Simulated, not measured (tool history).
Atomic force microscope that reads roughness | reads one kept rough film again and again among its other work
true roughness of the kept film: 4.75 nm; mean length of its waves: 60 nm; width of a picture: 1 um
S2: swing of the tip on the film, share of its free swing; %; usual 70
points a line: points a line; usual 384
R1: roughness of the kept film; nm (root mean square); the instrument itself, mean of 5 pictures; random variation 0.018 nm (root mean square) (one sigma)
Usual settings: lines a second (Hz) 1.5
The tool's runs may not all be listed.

{"run": 1, "hour": 0.0, "lines a second (Hz)": 1.5, "S2": 70, "points a line": 384, "R1": 4.371}
{"run": 2, "hour": 17.9, "lines a second (Hz)": 1.5, "S2": 89, "points a line": 384, "R1": 4.215}
{"run": 3, "hour": 35.4, "lines a second (Hz)": 1.5, "S2": 70, "points a line": 384, "R1": 4.335}
{"run": 4, "hour": 67.9, "lines a second (Hz)": 1.5, "S2": 70, "points a line": 384, "R1": 4.299}
{"run": 5, "hour": 87.4, "lines a second (Hz)": 1.5, "S2": 70, "points a line": 384, "R1": 4.309}
{"run": 6, "hour": 106.7, "lines a second (Hz)": 1.5, "S2": 70, "points a line": 384, "R1": 4.263}
{"run": 7, "hour": 144.0, "lines a second (Hz)": 1.5, "S2": 70, "points a line": 384, "R1": 4.241}
{"run": 8, "hour": 176.9, "lines a second (Hz)": 1.5, "S2": 70, "points a line": 384, "R1": 4.217}
{"run": 9, "hour": 194.5, "lines a second (Hz)": 1.5, "S2": 70, "points a line": 384, "R1": 4.193}
{"run": 10, "hour": 228.4, "lines a second (Hz)": 0.95, "S2": 70, "points a line": 384, "R1": 4.192}
{"run": 11, "hour": 255.3, "lines a second (Hz)": 0.95, "S2": 70, "points a line": 384, "R1": 4.213}
{"run": 12, "hour": 293.3, "lines a second (Hz)": 1.5, "S2": 70, "points a line": 384, "R1": 4.421}
{"run": 13, "hour": 315.0, "lines a second (Hz)": 1.5, "S2": 73, "points a line": 384, "R1": 4.371}
{"run": 14, "hour": 345.0, "lines a second (Hz)": 1.5, "S2": 70, "points a line": 384, "R1": 4.407}
{"run": 15, "hour": 363.5, "lines a second (Hz)": 1.5, "S2": 70, "points a line": 384, "R1": 4.382}
{"run": 16, "hour": 386.6, "lines a second (Hz)": 1.5, "S2": 70, "points a line": 384, "R1": 4.368}
{"run": 17, "hour": 407.9, "lines a second (Hz)": 1.5, "S2": 70, "points a line": 384, "R1": 4.303}
{"run": 18, "hour": 434.4, "lines a second (Hz)": 1.5, "S2": 70, "points a line": 384, "R1": 4.267}
{"run": 19, "hour": 452.4, "lines a second (Hz)": 1.5, "S2": 70, "points a line": 384, "R1": 4.339}
{"run": 20, "hour": 490.4, "lines a second (Hz)": 1.5, "S2": 70, "points a line": 384, "R1": 4.287}
{"run": 21, "hour": 519.2, "lines a second (Hz)": 1.5, "S2": 70, "points a line": 384, "R1": 4.211}
{"run": 22, "hour": 551.6, "lines a second (Hz)": 1.5, "S2": 70, "points a line": 384, "R1": 4.209}
{"run": 23, "hour": 573.1, "lines a second (Hz)": 1.5, "S2": 67, "points a line": 384, "R1": 4.173}
{"run": 24, "hour": 598.8, "lines a second (Hz)": 1.5, "S2": 70, "points a line": 384, "R1": 4.159}
{"run": 25, "hour": 625.9, "lines a second (Hz)": 1.3, "S2": 70, "points a line": 384, "R1": 4.132}
{"run": 26, "hour": 653.0, "lines a second (Hz)": 0.97, "S2": 70, "points a line": 384, "R1": 4.476}
{"run": 27, "hour": 689.3, "lines a second (Hz)": 0.59, "S2": 63, "points a line": 629, "R1": 4.465}
{"run": 28, "hour": 718.6, "lines a second (Hz)": 0.59, "S2": 63, "points a line": 629, "R1": 4.493}
{"run": 29, "hour": 748.8, "lines a second (Hz)": 1.5, "S2": 74, "points a line": 877, "R1": 4.318}
{"run": 30, "hour": 771.2, "lines a second (Hz)": 1.5, "S2": 60, "points a line": 310, "R1": 4.375}
{"run": 31, "hour": 805.6, "lines a second (Hz)": 1.5, "S2": 60, "points a line": 310, "R1": 4.345}
{"run": 32, "hour": 825.7, "lines a second (Hz)": 1.5, "S2": 69, "points a line": 333, "R1": 4.263}
{"run": 33, "hour": 862.2, "lines a second (Hz)": 1.5, "S2": 69, "points a line": 333, "R1": 4.255}
{"run": 34, "hour": 885.5, "lines a second (Hz)": 3.43, "S2": 66, "points a line": 333, "R1": 4.14}
{"run": 35, "hour": 906.3, "lines a second (Hz)": 0.58, "S2": 72, "points a line": 333, "R1": 4.265}
{"run": 36, "hour": 937.5, "lines a second (Hz)": 0.58, "S2": 62, "points a line": 371, "R1": 4.236}
{"run": 37, "hour": 968.2, "lines a second (Hz)": 2.99, "S2": 70, "points a line": 384, "R1": 4.044}
{"run": 38, "hour": 992.8, "lines a second (Hz)": 1.48, "S2": 61, "points a line": 632, "R1": 4.154}
{"run": 39, "hour": 1028.6, "lines a second (Hz)": 2.97, "S2": 80, "points a line": 911, "R1": 4.185}
{"run": 40, "hour": 1057.2, "lines a second (Hz)": 1.34, "S2": 64, "points a line": 360, "R1": 4.447}
{"run": 41, "hour": 1087.3, "lines a second (Hz)": 3.47, "S2": 70, "points a line": 365, "R1": 4.238}
{"run": 42, "hour": 1113.4, "lines a second (Hz)": 3.47, "S2": 70, "points a line": 365, "R1": 4.219}
{"run": 43, "hour": 1136.0, "lines a second (Hz)": 3.31, "S2": 72, "points a line": 384, "R1": 4.195}
{"run": 44, "hour": 1152.6, "lines a second (Hz)": 3.31, "S2": 72, "points a line": 384, "R1": 4.17}
{"run": 45, "hour": 1190.9, "lines a second (Hz)": 3.31, "S2": 87, "points a line": 482, "R1": 3.906}
{"run": 46, "hour": 1218.9, "lines a second (Hz)": 3.31, "S2": 87, "points a line": 482, "R1": 3.857}
{"run": 47, "hour": 1248.8, "lines a second (Hz)": 0.78, "S2": 70, "points a line": 648, "R1": 4.281}
{"run": 48, "hour": 1288.9, "lines a second (Hz)": 0.78, "S2": 70, "points a line": 648, "R1": 4.267}
{"run": 49, "hour": 1310.9, "lines a second (Hz)": 1.37, "S2": 62, "points a line": 701, "R1": 4.219}
{"run": 50, "hour": 1335.6, "lines a second (Hz)": 1.37, "S2": 62, "points a line": 701, "R1": 4.201}
{"run": 51, "hour": 1361.6, "lines a second (Hz)": 1.37, "S2": 62, "points a line": 701, "R1": 4.185}
{"run": 52, "hour": 1378.8, "lines a second (Hz)": 1.37, "S2": 62, "points a line": 701, "R1": 4.521}

Not shown: 6 entries that the log had between the listed runs. Between which runs, and how does the tool's hidden state differ before and after?
Between runs 11 and 12: new tip fitted (hour 271.5)
  radius of the tip, nm: 21.9 -> 8.5; height scale over the true one, %: 0.05 -> 0.03
  measured less the result without the state, R1: -0.314 -> -0.032 nm (root mean square)
Between runs 25 and 26: new tip fitted (hour 635.6)
  radius of the tip, nm: 22.7 -> 8; height scale over the true one, %: -0.09 -> -0.1
  measured less the result without the state, R1: -0.329 -> -0.027 nm (root mean square)
Between runs 33 and 34: height scale calibrated on a step standard (hour 866.6)
  radius of the tip, nm: 17 -> 18.1; height scale over the true one, %: -0.17 -> -0.22
  measured less the result without the state, R1: -0.221 -> -0.241 nm (root mean square)
Between runs 38 and 39: new tip fitted (hour 999.1)
  radius of the tip, nm: 22.8 -> 8.6; height scale over the true one, %: -0.26 -> -0.27
  measured less the result without the state, R1: -0.342 -> -0.045 nm (root mean square)
Between runs 40 and 41: height scale calibrated on a step standard, once more (hour 1074.9)
  radius of the tip, nm: 9.8 -> 11; height scale over the true one, %: -0.28 -> -0.08
  measured less the result without the state, R1: -0.075 -> -0.088 nm (root mean square)
Between runs 51 and 52: new tip fitted (hour 1364.4)
  radius of the tip, nm: 22.8 -> 7.7; height scale over the true one, %: -0.18 -> -0.19
  measured less the result without the state, R1: -0.34 -> -0.025 nm (root mean square)
